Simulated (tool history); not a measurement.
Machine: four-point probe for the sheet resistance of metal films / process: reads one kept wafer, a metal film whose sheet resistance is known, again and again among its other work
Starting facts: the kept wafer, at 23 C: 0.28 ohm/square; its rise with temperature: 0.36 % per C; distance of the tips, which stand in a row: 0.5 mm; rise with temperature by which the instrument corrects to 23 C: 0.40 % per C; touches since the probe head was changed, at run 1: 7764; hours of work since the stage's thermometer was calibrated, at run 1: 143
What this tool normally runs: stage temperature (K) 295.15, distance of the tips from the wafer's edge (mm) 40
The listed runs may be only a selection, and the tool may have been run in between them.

run	day	stage temperature (K)	distance of the tips from the wafer's edge (mm)	touches since the probe head was changed	hours of work since the stage's thermometer was calibrated	sheet resistance as the instrument gives it (ohm/square)
1	0	295.15	40	7764	143	0.2804
2	0.425	295.15	4	8048	148	0.28271
3	1.096	296.15	40	8496	157	0.280186
4	1.679	296.15	40	8883	164	0.280271
5	2.208	297.15	40	9238	170	0.27998
6	2.654	295.15	7	9536	176	0.280998
7	3.375	295.15	7	10017	185	0.281028
8	4.138	295.15	40	10525	194	0.280304
9	4.483	295.15	40	10756	198	0.280319
10	4.875	295.15	40	11017	203	0.280306
11	5.442	298.15	40	11396	210	0.279907
12	6.142	293.15	40	11863	219	0.280691
13	6.733	293.15	40	12257	226	0.280599
14	7.525	295.15	40	12784	236	0.28029
15	7.996	295.15	40	13100	242	0.280199
16	8.725	295.15	40	13584	251	0.280208
17	9.521	300.15	40	14116	260	0.279473
18	10.212	300.15	40	14578	269	0.279468
19	10.804	295.15	40	14973	276	0.280197
20	11.142	295.15	40	15198	280	0.28021
21	11.838	295.15	20	15661	289	0.280213
22	12.217	295.15	20	15914	293	0.280278
23	12.779	295.15	40	16289	300	0.280156
24	13.529	308.15	5	16791	310	0.279857
25	14.208	295.15	9	17243	318	0.280612
26	14.621	296.15	40	17520	323	0.280019
27	15.212	306.15	40	17914	330	0.278748
28	16.021	306.15	40	18453	340	0.278647
29	16.588	295.15	25	18832	347	0.280243
30	17.025	304.15	7	19123	353	0.279672

What does the tool deliver on the next run?
31	17.688	304.15	7	19564	361	?

Run 31 came out at sheet resistance as the instrument gives it (ohm/square) 0.279661.
Minus the tool's unlogged condition, the same run would have read sheet resistance as the instrument gives it (ohm/square) 0.279705.
